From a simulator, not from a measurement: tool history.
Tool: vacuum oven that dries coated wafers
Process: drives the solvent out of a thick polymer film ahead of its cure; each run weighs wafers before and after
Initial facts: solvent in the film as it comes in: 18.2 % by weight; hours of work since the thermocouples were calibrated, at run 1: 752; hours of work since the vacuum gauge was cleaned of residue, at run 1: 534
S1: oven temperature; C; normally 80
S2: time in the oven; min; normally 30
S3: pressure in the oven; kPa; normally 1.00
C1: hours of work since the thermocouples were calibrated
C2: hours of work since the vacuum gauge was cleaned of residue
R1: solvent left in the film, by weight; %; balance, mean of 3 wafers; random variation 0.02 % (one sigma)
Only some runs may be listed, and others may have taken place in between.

run 1 hour=0.0 | S1=80 S2=30 S3=1.00 | C1=752 C2=534 | R1=2.74
run 2 hour=27.3 | S1=80 S2=30 S3=1.00 | C1=766 C2=549 | R1=2.73
-- hour=58.2 oven's thermocouples calibrated
run 3 hour=64.0 | S1=87 S2=30 S3=1.00 | C1=3 C2=568 | R1=1.54
run 4 hour=105.9 | S1=85 S2=30 S3=1.00 | C1=26 C2=590 | R1=1.82
run 5 hour=140.1 | S1=80 S2=30 S3=1.15 | C1=44 C2=608 | R1=2.98
run 6 hour=176.7 | S1=80 S2=30 S3=1.15 | C1=63 C2=628 | R1=3.01
run 7 hour=196.5 | S1=80 S2=30 S3=1.15 | C1=74 C2=639 | R1=2.96
run 8 hour=222.3 | S1=80 S2=30 S3=1.15 | C1=88 C2=652 | R1=3.03
run 9 hour=248.7 | S1=80 S2=30 S3=0.79 | C1=102 C2=667 | R1=2.60
run 10 hour=269.8 | S1=80 S2=30 S3=3.26 | C1=113 C2=678 | R1=5.19
run 11 hour=305.5 | S1=80 S2=30 S3=3.26 | C1=133 C2=697 | R1=5.22
run 12 hour=337.1 | S1=80 S2=30 S3=1.00 | C1=149 C2=714 | R1=2.84
run 13 hour=367.7 | S1=80 S2=30 S3=1.00 | C1=166 C2=730 | R1=2.79
run 14 hour=408.3 | S1=80 S2=30 S3=1.00 | C1=188 C2=752 | R1=2.85
run 15 hour=452.4 | S1=80 S2=30 S3=1.00 | C1=211 C2=776 | R1=2.81
run 16 hour=490.9 | S1=80 S2=30 S3=0.83 | C1=232 C2=796 | R1=2.64
run 17 hour=517.1 | S1=68 S2=30 S3=1.00 | C1=246 C2=810 | R1=6.62
run 18 hour=542.2 | S1=68 S2=30 S3=1.00 | C1=259 C2=824 | R1=6.60
run 19 hour=581.2 | S1=80 S2=19 S3=1.00 | C1=280 C2=845 | R1=4.63
run 20 hour=616.6 | S1=80 S2=19 S3=1.00 | C1=299 C2=864 | R1=4.65
run 21 hour=657.8 | S1=91 S2=19 S3=1.00 | C1=321 C2=886 | R1=1.84
run 22 hour=681.4 | S1=91 S2=19 S3=1.00 | C1=334 C2=898 | R1=1.85
run 23 hour=724.6 | S1=91 S2=19 S3=1.00 | C1=357 C2=922 | R1=1.82
run 24 hour=746.8 | S1=80 S2=35 S3=1.00 | C1=369 C2=933 | R1=2.30
run 25 hour=773.1 | S1=84 S2=23 S3=0.66 | C1=383 C2=948 | R1=2.40
run 26 hour=796.0 | S1=78 S2=49 S3=0.66 | C1=395 C2=960 | R1=1.54
run 27 hour=834.3 | S1=78 S2=20 S3=1.00 | C1=416 C2=980 | R1=5.00
run 28 hour=866.7 | S1=80 S2=41 S3=1.31 | C1=433 C2=998 | R1=2.26
run 29 hour=908.8 | S1=80 S2=28 S3=0.91 | C1=456 C2=1020 | R1=2.85
run 30 hour=927.6 | S1=80 S2=28 S3=0.91 | C1=466 C2=1030 | R1=2.91
run 31 hour=960.3 | S1=91 S2=31 S3=3.02 | C1=483 C2=1048 | R1=2.52
run 32 hour=1003.1 | S1=74 S2=30 S3=1.61 | C1=506 C2=1071 | R1=5.16
run 33 hour=1039.5 | S1=87 S2=18 S3=2.42 | C1=526 C2=1090 | R1=3.89
run 34 hour=1064.9 | S1=87 S2=47 S3=2.42 | C1=539 C2=1104 | R1=2.26
run 35 hour=1095.3 | S1=86 S2=30 S3=1.92 | C1=556 C2=1120 | R1=2.36
run 36 hour=1119.2 | S1=86 S2=30 S3=1.92 | C1=569 C2=1133 | R1=2.40
run 37 hour=1151.2 | S1=93 S2=35 S3=1.06 | C1=586 C2=1150 | R1=0.90
run 38 hour=1171.9 | S1=84 S2=22 S3=3.54 | C1=597 C2=1161 | R1=5.02
run 39 hour=1199.8 | S1=80 S2=30 S3=1.94 | C1=612 C2=1176 | R1=3.65
run 40 hour=1232.3 | S1=80 S2=16 S3=2.13 | C1=629 C2=1194 | R1=6.24
run 41 hour=1268.8 | S1=86 S2=24 S3=2.72 | C1=649 C2=1213 | R1=3.51
run 42 hour=1296.1 | S1=73 S2=53 S3=2.11 | C1=663 C2=1228 | R1=4.25
run 43 hour=1339.5 | S1=73 S2=53 S3=2.11 | C1=687 C2=1251 | R1=4.24
run 44 hour=1381.7 | S1=66 S2=30 S3=1.89 | C1=709 C2=1274 | R1=8.36
run 45 hour=1410.8 | S1=66 S2=30 S3=3.18 | C1=725 C2=1289 | R1=10.12
run 46 hour=1447.8 | S1=69 S2=17 S3=0.64 | C1=745 C2=1309 | R1=8.34
run 47 hour=1484.4 | S1=69 S2=17 S3=0.64 | C1=764 C2=1329 | R1=8.29

The logged runs with the hidden state left out (each run's random variation unchanged):
What the log doesn't record here: true wafer temperature over the reading, C; true pressure over the reading, kPa; drift of the gauge itself on solvent_pct, %.
run=1 R1=2.93
run=2 R1=2.92
run=3 R1=1.53
run=4 R1=1.83
run=5 R1=3.03
run=6 R1=3.07
run=7 R1=3.02
run=8 R1=3.10
run=9 R1=2.66
run=10 R1=5.31
run=11 R1=5.34
run=12 R1=2.92
run=13 R1=2.88
run=14 R1=2.94
run=15 R1=2.91
run=16 R1=2.74
run=17 R1=6.81
run=18 R1=6.79
run=19 R1=4.85
run=20 R1=4.87
run=21 R1=1.94
run=22 R1=1.96
run=23 R1=1.93
run=24 R1=2.38
run=25 R1=2.56
run=26 R1=1.53
run=27 R1=5.27
run=28 R1=2.32
run=29 R1=3.03
run=30 R1=3.09
run=31 R1=2.57
run=32 R1=5.45
run=33 R1=4.17
run=34 R1=2.26
run=35 R1=2.46
run=36 R1=2.51
run=37 R1=0.84
run=38 R1=5.35
run=39 R1=3.89
run=40 R1=6.66
run=41 R1=3.75
run=42 R1=4.44
run=43 R1=4.43
run=44 R1=8.78
run=45 R1=10.59
run=46 R1=8.73
run=47 R1=8.69
